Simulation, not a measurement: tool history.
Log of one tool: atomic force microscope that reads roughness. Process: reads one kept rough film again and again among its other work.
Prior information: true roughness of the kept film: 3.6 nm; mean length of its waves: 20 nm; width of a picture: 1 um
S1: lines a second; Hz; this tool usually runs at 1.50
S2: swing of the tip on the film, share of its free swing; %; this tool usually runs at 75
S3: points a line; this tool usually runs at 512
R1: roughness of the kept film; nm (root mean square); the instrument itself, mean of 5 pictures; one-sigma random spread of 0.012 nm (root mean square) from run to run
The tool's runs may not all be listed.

run     day    S1  S2   S3     R1
  1   0.000  1.50  75  512  2.865
  2   1.383  1.50  75  512  2.440
  3   2.625  1.50  75  512  2.156
      3.821  -- new tip fitted
  4   3.879  1.50  88  512  2.768
  5   5.067  1.50  88  512  2.397
  6   6.138  1.50  75  512  2.201
  7   7.000  1.50  75  512  2.060
      7.646  -- new tip fitted
  8   7.754  1.50  75  512  2.787
  9   9.196  1.50  75  512  2.349
 10  10.488  2.17  75  512  2.048
     11.450  -- new tip fitted
 11  11.838  1.50  66  512  2.787
 12  13.112  1.50  66  512  2.416
 13  14.492  0.54  82  512  2.126
     15.288  -- new tip fitted
 14  15.579  0.54  82  512  2.789
 15  16.708  0.71  57  512  2.512
 16  17.962  0.71  57  512  2.200
     18.092  -- height scale calibrated on a step standard
     19.117  -- new tip fitted
 17  19.338  0.71  83  512  2.780
 18  20.254  0.72  65  725  2.549
 19  21.525  1.39  74  505  2.163
     22.238  -- height scale calibrated on a step standard, once more
 20  22.238  1.39  74  884  2.087
     23.050  -- new tip fitted
 21  23.125  1.39  74  884  2.906
 22  24.300  1.39  74  884  2.517
 23  24.979  1.39  74  884  2.389
 24  26.304  1.34  82  512  2.064

The logged runs with the hidden state left out (each run's random variation unchanged):
What the log doesn't record here: radius of the tip, nm; height scale over the true one, %; drift of the gauge itself on roughness_nm, %.
run     R1
  1  2.929
  2  2.896
  3  2.926
  4  2.844
  5  2.829
  6  2.900
  7  2.941
  8  2.909
  9  2.904
 10  2.865
 11  2.958
 12  2.944
 13  2.953
 14  2.960
 15  3.031
 16  2.993
 17  2.945
 18  3.019
 19  2.913
 20  2.932
 21  2.930
 22  2.914
 23  2.957
 24  2.897
